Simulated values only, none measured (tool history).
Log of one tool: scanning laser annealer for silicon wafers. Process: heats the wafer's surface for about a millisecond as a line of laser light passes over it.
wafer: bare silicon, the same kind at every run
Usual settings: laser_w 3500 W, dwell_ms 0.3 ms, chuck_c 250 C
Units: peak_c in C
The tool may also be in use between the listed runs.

run 1 day=0 | laser_w=3500 dwell_ms=0.3 chuck_c=250 | peak_c=953
run 2 day=1.721 | laser_w=3500 dwell_ms=0.3 chuck_c=250 | peak_c=957
run 3 day=2.904 | laser_w=3500 dwell_ms=0.3 chuck_c=250 | peak_c=953
run 4 day=4.504 | laser_w=3500 dwell_ms=0.3 chuck_c=250 | peak_c=946
run 5 day=5.692 | laser_w=3500 dwell_ms=0.3 chuck_c=224 | peak_c=927
run 6 day=7.067 | laser_w=3500 dwell_ms=0.3 chuck_c=224 | peak_c=924
run 7 day=8.171 | laser_w=3694 dwell_ms=0.3 chuck_c=224 | peak_c=964
run 8 day=9.9 | laser_w=3500 dwell_ms=0.3 chuck_c=250 | peak_c=948
run 9 day=11.446 | laser_w=3281 dwell_ms=0.3 chuck_c=250 | peak_c=896
run 10 day=13.075 | laser_w=3500 dwell_ms=0.3 chuck_c=261 | peak_c=952
run 11 day=14.438 | laser_w=3500 dwell_ms=0.3 chuck_c=261 | peak_c=954
run 12 day=15.7 | laser_w=3500 dwell_ms=0.3 chuck_c=261 | peak_c=948
run 13 day=17.162 | laser_w=3465 dwell_ms=0.3 chuck_c=254 | peak_c=934
run 14 day=18.904 | laser_w=3710 dwell_ms=0.233 chuck_c=261 | peak_c=898
run 15 day=20.417 | laser_w=3635 dwell_ms=0.284 chuck_c=250 | peak_c=943
run 16 day=22.342 | laser_w=3635 dwell_ms=0.256 chuck_c=250 | peak_c=899
run 17 day=24.338 | laser_w=3500 dwell_ms=0.354 chuck_c=250 | peak_c=992
-- day=25.3 window over the wafer cleaned
run 18 day=26.242 | laser_w=3500 dwell_ms=0.227 chuck_c=250 | peak_c=861
run 19 day=28.304 | laser_w=3500 dwell_ms=0.227 chuck_c=266 | peak_c=875
run 20 day=29.546 | laser_w=3500 dwell_ms=0.3 chuck_c=253 | peak_c=959
run 21 day=31.042 | laser_w=3364 dwell_ms=0.269 chuck_c=280 | peak_c=920
run 22 day=32.267 | laser_w=3473 dwell_ms=0.216 chuck_c=269 | peak_c=856
-- day=33.179 optics aligned, line set to its width
run 23 day=33.425 | laser_w=3363 dwell_ms=0.258 chuck_c=252 | peak_c=883
run 24 day=35.517 | laser_w=3387 dwell_ms=0.23 chuck_c=247 | peak_c=843

5 ways to go on from here, each from the tool as it stands after run 24. What would each give?
run A day=36.908 | laser_w=3500 dwell_ms=0.28 chuck_c=216 | peak_c=?
run B day=36.908 | laser_w=3320 dwell_ms=0.235 chuck_c=247 | peak_c=?
run C day=36.908 | laser_w=3387 dwell_ms=0.23 chuck_c=251 | peak_c=?
run D day=36.908 | laser_w=3471 dwell_ms=0.23 chuck_c=247 | peak_c=?
run E day=36.908 | laser_w=3161 dwell_ms=0.315 chuck_c=270 | peak_c=?

run=A peak_c=898
run=B peak_c=835
run=C peak_c=846
run=D peak_c=853
run=E peak_c=924
Without the tool's hidden state the same runs would have given:
run=A peak_c=913
run=B peak_c=848
run=C peak_c=859
run=D peak_c=866
run=E peak_c=938
